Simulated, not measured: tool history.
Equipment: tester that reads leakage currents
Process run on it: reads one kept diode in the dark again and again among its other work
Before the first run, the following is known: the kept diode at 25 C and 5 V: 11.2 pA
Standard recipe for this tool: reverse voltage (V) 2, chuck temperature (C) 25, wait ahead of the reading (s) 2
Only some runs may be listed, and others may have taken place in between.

| run | hour | reverse voltage (V) | chuck temperature (C) | wait ahead of the reading (s) | current that the tester gives (pA) |
|---|---|---|---|---|---|
| 1 | 0 | 2 | 25 | 2 | 9.09 |
| 2 | 125.7 | 2 | 25 | 2 | 9.14 |
| 3 | 234.9 | 2 | 25 | 2 | 9.21 |
| 4 | 311.1 | 2 | 25 | 2 | 9.41 |
| 5 | 425.2 | 2 | 25 | 2 | 9.48 |
| 6 | 571.4 | 2 | 25 | 2 | 9.49 |
| 7 | 670.5 | 2 | 25 | 2 | 9.53 |
| 8 | 780.9 | 2 | 25 | 2 | 9.6 |
| 9 | 930.5 | 2 | 25 | 2 | 9.59 |
| 10 | 1000.9 | 2 | 25 | 2 | 9.66 |
| 11 | 1074.3 | 2 | 25 | 2 | 9.67 |
| 12 | 1195.8 | 2 | 25 | 2 | 9.71 |
| 13 | 1288.9 | 2 | 25 | 2 | 9.71 |
| 14 | 1368 | 2 | 60 | 2 | 159.07 |
| 15 | 1440.4 | 1.47 | 25 | 2 | 8.66 |
| 16 | 1555.6 | 1.47 | 25 | 2 | 8.65 |
| 17 | 1688.7 | 1.47 | 40 | 2 | 30.2 |
|  | 1755 | probe card cleaned and baked |
| 18 | 1756.7 | 2 | 26 | 2 | 11.07 |
| 19 | 1840.4 | 2 | 36 | 7.37 | 24.7 |
| 20 | 1989.4 | 1.92 | 50 | 2 | 74.35 |
|  | 2063.8 | chuck's temperature calibrated |
| 21 | 2140.9 | 2 | 25 | 0.58 | 10 |
| 22 | 2290.6 | 2 | 25 | 0.58 | 10.12 |
|  | 2427.1 | probe card cleaned and baked, once more |
| 23 | 2440.5 | 2 | 25 | 0.58 | 8.63 |
| 24 | 2566.5 | 1.16 | 38 | 2.22 | 21.88 |
| 25 | 2686.2 | 2.98 | 48 | 2 | 70.47 |
| 26 | 2819.3 | 2.98 | 48 | 2 | 70.57 |
| 27 | 2927.5 | 3.28 | 30 | 2 | 16.32 |
| 28 | 3062.2 | 7.02 | 30 | 1.75 | 21.92 |
| 29 | 3149.8 | 2 | 34 | 0.92 | 19.42 |
| 30 | 3289.3 | 2 | 25 | 7.56 | 8.76 |
| 31 | 3374.3 | 2 | 25 | 7.56 | 8.81 |
| 32 | 3519.6 | 1.12 | 26 | 2 | 7.82 |
| 33 | 3585.2 | 2 | 24 | 2 | 8.29 |
| 34 | 3668.5 | 9.74 | 49 | 4 | 119.25 |
| 35 | 3793.2 | 2 | 35 | 2 | 21.53 |
| 36 | 3942.2 | 2.21 | 57 | 1.53 | 130.18 |

Pick out some run-to-run changes in current that the tester gives (pA). Of each, how much would a tool without hidden state show as well, from the settings, what came in and chance, and how much is left for the hidden state and any gauge scatter not in both results compared?
Unlogged tool condition in this case: stray current of the dirty probe card, pA a volt; current scale over the true one, %; true chuck temperature over the reading, C; drift of the gauge itself on leakage_pa, %.
Run 13 -> 14: chuck temperature (C) 25 -> 60. current that the tester gives (pA) +149.36: hidden state +8.31, all else +141.05.
Run 14 -> 15: reverse voltage (V) 2 -> 1.47, chuck temperature (C) 60 -> 25. current that the tester gives (pA) -150.41: hidden state -8.56, all else -141.85.
Run 33 -> 34: reverse voltage (V) 2 -> 9.74, chuck temperature (C) 24 -> 49, wait ahead of the reading (s) 2 -> 4. current that the tester gives (pA) +110.96: hidden state +6.74, all else +104.22.
